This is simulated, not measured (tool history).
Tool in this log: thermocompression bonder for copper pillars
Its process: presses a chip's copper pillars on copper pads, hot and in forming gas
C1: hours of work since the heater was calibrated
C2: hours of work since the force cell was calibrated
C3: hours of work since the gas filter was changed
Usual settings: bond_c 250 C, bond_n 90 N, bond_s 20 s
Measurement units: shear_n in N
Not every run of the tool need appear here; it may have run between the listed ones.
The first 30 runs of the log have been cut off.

run 31 hour=1156.2 | bond_c=280 bond_n=135 bond_s=19 | C1=1158 C2=65 C3=204 | shear_n=89
run 32 hour=1209.4 | bond_c=269 bond_n=55 bond_s=22 | C1=1196 C2=104 C3=242 | shear_n=65.6
run 33 hour=1261.3 | bond_c=269 bond_n=55 bond_s=22 | C1=1234 C2=141 C3=280 | shear_n=65.3
run 34 hour=1300.4 | bond_c=269 bond_n=116 bond_s=12 | C1=1262 C2=170 C3=308 | shear_n=76.3
-- hour=1313 forming gas filter changed
run 35 hour=1327.3 | bond_c=269 bond_n=116 bond_s=12 | C1=1281 C2=189 C3=10 | shear_n=76.6
run 36 hour=1367.7 | bond_c=250 bond_n=83 bond_s=13 | C1=1311 C2=218 C3=40 | shear_n=54.1
-- hour=1384 heater calibrated with a thermocouple chip
run 37 hour=1424 | bond_c=279 bond_n=83 bond_s=25 | C1=29 C2=257 C3=79 | shear_n=84.3
run 38 hour=1465.4 | bond_c=250 bond_n=71 bond_s=20 | C1=59 C2=287 C3=109 | shear_n=59.1
run 39 hour=1515.2 | bond_c=234 bond_n=90 bond_s=13 | C1=95 C2=323 C3=145 | shear_n=45.8
run 40 hour=1558 | bond_c=234 bond_n=90 bond_s=13 | C1=126 C2=354 C3=176 | shear_n=45.8

Forecast each of these 3 alternatives for the next run:
run A hour=1584.1 | bond_c=234 bond_n=90 bond_s=51 | C1=145 C2=373 C3=195 | shear_n=?
run B hour=1584.1 | bond_c=225 bond_n=90 bond_s=50 | C1=145 C2=373 C3=195 | shear_n=?
run C hour=1584.1 | bond_c=225 bond_n=122 bond_s=19 | C1=145 C2=373 C3=195 | shear_n=?

run=A shear_n=68.9
run=B shear_n=62
run=C shear_n=52.5
Without the tool's hidden state the same runs would have given:
run=A shear_n=69
run=B shear_n=62.1
run=C shear_n=52.6

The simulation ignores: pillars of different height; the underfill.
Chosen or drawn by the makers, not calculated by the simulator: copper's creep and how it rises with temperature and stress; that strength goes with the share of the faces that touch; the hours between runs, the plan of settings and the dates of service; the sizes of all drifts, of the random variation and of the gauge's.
